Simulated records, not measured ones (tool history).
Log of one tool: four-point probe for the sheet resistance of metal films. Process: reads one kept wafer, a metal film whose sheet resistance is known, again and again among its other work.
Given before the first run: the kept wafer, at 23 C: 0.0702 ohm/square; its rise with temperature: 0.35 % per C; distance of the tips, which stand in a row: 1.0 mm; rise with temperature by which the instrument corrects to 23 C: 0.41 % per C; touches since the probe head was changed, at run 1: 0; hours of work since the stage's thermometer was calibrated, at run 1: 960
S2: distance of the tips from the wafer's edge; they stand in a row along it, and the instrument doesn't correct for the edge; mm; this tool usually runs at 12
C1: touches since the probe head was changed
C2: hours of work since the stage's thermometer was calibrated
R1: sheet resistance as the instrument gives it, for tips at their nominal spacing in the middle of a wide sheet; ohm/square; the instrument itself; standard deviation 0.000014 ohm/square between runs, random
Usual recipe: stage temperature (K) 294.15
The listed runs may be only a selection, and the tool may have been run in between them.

run 1 hour=0.0 | stage_temperature_(K)=294.15 S2=12 | C1=0 C2=960 | R1=0.070170
run 2 hour=75.9 | stage_temperature_(K)=294.15 S2=12 | C1=2588 C2=1010 | R1=0.070163
run 3 hour=151.7 | stage_temperature_(K)=294.15 S2=12 | C1=5172 C2=1059 | R1=0.070148
run 4 hour=201.2 | stage_temperature_(K)=294.15 S2=12 | C1=6859 C2=1092 | R1=0.070137
run 5 hour=284.9 | stage_temperature_(K)=294.15 S2=12 | C1=9713 C2=1147 | R1=0.070146
run 6 hour=335.2 | stage_temperature_(K)=294.15 S2=12 | C1=11426 C2=1180 | R1=0.070118
run 7 hour=405.5 | stage_temperature_(K)=294.15 S2=12 | C1=13821 C2=1225 | R1=0.070120
run 8 hour=500.5 | stage_temperature_(K)=294.15 S2=12 | C1=17059 C2=1288 | R1=0.070142
run 9 hour=589.8 | stage_temperature_(K)=294.15 S2=12 | C1=20104 C2=1346 | R1=0.070104
run 10 hour=674.5 | stage_temperature_(K)=294.15 S2=12 | C1=22991 C2=1402 | R1=0.070065
run 11 hour=764.8 | stage_temperature_(K)=294.15 S2=12 | C1=26069 C2=1461 | R1=0.070066
run 12 hour=837.2 | stage_temperature_(K)=294.15 S2=7 | C1=28537 C2=1508 | R1=0.070562
-- hour=872.9 stage's thermometer calibrated
run 13 hour=922.1 | stage_temperature_(K)=294.15 S2=12 | C1=31414 C2=32 | R1=0.069964
run 14 hour=1020.0 | stage_temperature_(K)=292.15 S2=12 | C1=34749 C2=96 | R1=0.070017
run 15 hour=1131.5 | stage_temperature_(K)=292.15 S2=12 | C1=38550 C2=169 | R1=0.069986
run 16 hour=1178.4 | stage_temperature_(K)=292.15 S2=12 | C1=40150 C2=200 | R1=0.069966
run 17 hour=1256.4 | stage_temperature_(K)=292.15 S2=12 | C1=42807 C2=251 | R1=0.069975
-- hour=1269.8 stage's thermometer calibrated, once more
run 18 hour=1322.6 | stage_temperature_(K)=294.15 S2=12 | C1=45046 C2=35 | R1=0.070177
run 19 hour=1434.9 | stage_temperature_(K)=306.15 S2=12 | C1=48875 C2=108 | R1=0.069729
run 20 hour=1507.6 | stage_temperature_(K)=306.15 S2=12 | C1=51354 C2=156 | R1=0.069741
run 21 hour=1557.8 | stage_temperature_(K)=294.15 S2=42 | C1=53064 C2=188 | R1=0.069876
run 22 hour=1606.2 | stage_temperature_(K)=294.15 S2=42 | C1=54713 C2=220 | R1=0.069887
run 23 hour=1692.8 | stage_temperature_(K)=302.15 S2=18 | C1=57666 C2=277 | R1=0.069692
run 24 hour=1757.7 | stage_temperature_(K)=293.15 S2=47 | C1=59878 C2=319 | R1=0.069889
run 25 hour=1841.8 | stage_temperature_(K)=292.15 S2=50 | C1=62745 C2=374 | R1=0.069905
run 26 hour=1921.6 | stage_temperature_(K)=300.15 S2=9 | C1=65465 C2=427 | R1=0.070063
run 27 hour=2020.5 | stage_temperature_(K)=304.15 S2=12 | C1=68834 C2=491 | R1=0.069711
run 28 hour=2090.3 | stage_temperature_(K)=291.15 S2=6 | C1=71214 C2=537 | R1=0.070946
run 29 hour=2166.8 | stage_temperature_(K)=304.15 S2=12 | C1=73824 C2=587 | R1=0.069687
run 30 hour=2266.8 | stage_temperature_(K)=304.15 S2=12 | C1=77232 C2=652 | R1=0.069695
run 31 hour=2314.2 | stage_temperature_(K)=293.15 S2=40 | C1=78848 C2=683 | R1=0.069828
run 32 hour=2359.5 | stage_temperature_(K)=293.15 S2=40 | C1=80392 C2=713 | R1=0.069809
run 33 hour=2454.3 | stage_temperature_(K)=294.15 S2=22 | C1=83620 C2=775 | R1=0.069813

For run 34, what comes out?
run 34 hour=2514.1 | stage_temperature_(K)=294.15 S2=22 | C1=85661 C2=814 | R1=?

{"run 34": {"R1": 0.069836}}
Had the tool carried no hidden state, the very same run would have given R1 0.070372 ohm/square.
